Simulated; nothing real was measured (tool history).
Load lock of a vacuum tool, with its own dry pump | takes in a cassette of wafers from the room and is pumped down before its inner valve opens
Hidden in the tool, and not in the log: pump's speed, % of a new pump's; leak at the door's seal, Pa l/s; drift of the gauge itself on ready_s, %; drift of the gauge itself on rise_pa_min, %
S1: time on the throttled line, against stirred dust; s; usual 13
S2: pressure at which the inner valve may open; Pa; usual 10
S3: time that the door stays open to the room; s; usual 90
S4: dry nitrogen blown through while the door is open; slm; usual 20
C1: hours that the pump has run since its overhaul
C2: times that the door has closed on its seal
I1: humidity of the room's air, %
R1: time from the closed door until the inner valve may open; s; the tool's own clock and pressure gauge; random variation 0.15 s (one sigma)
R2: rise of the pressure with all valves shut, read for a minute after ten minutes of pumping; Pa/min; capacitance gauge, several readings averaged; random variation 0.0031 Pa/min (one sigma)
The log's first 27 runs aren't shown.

run,hour,S1,S2,S3,S4,C1,C2,I1,R1,R2
28,6313.1,25,20,47,12,9090,8628,49,33.6,0.122
29,6578.3,17,9,90,20,9355,9762,43.7,28.4,0.125
30,6793.6,7,7,90,20,9570,10682,41.2,19.7,0.128
31,7042.7,7,7,90,20,9819,11747,47.6,19.8,0.142
32,7270.4,13,15,86,20,10047,12720,45.7,23.9,0.148
33,7485.6,10,18,55,17,10262,13640,42.9,21.1,0.136
34,7747.6,13,9,90,20,10524,14760,48.3,24.6,0.165
35,7946.5,19,9,29,20,10723,15610,42.3,30,0.143

Forecast each of these 5 alternatives for the next run:
A,8240,11,9,192,36,11017,16865,43.2,?,?
B,8240,13,10,90,20,11017,16865,44,?,?
C,8240,19,14,29,7,11017,16865,44.9,?,?
D,8240,25,10,90,4,11017,16865,46.1,?,?
E,8240,8,10,158,11,11017,16865,43.1,?,?

run,R1,R2
A,23.4,0.175
B,24.5,0.182
C,29.3,0.169
D,34.9,0.214
E,20.2,0.22
Without the tool's hidden state the same runs would have given:
run,R1,R2
A,22.5,0.07
B,23.5,0.076
C,28.4,0.065
D,34.1,0.11
E,19.3,0.112

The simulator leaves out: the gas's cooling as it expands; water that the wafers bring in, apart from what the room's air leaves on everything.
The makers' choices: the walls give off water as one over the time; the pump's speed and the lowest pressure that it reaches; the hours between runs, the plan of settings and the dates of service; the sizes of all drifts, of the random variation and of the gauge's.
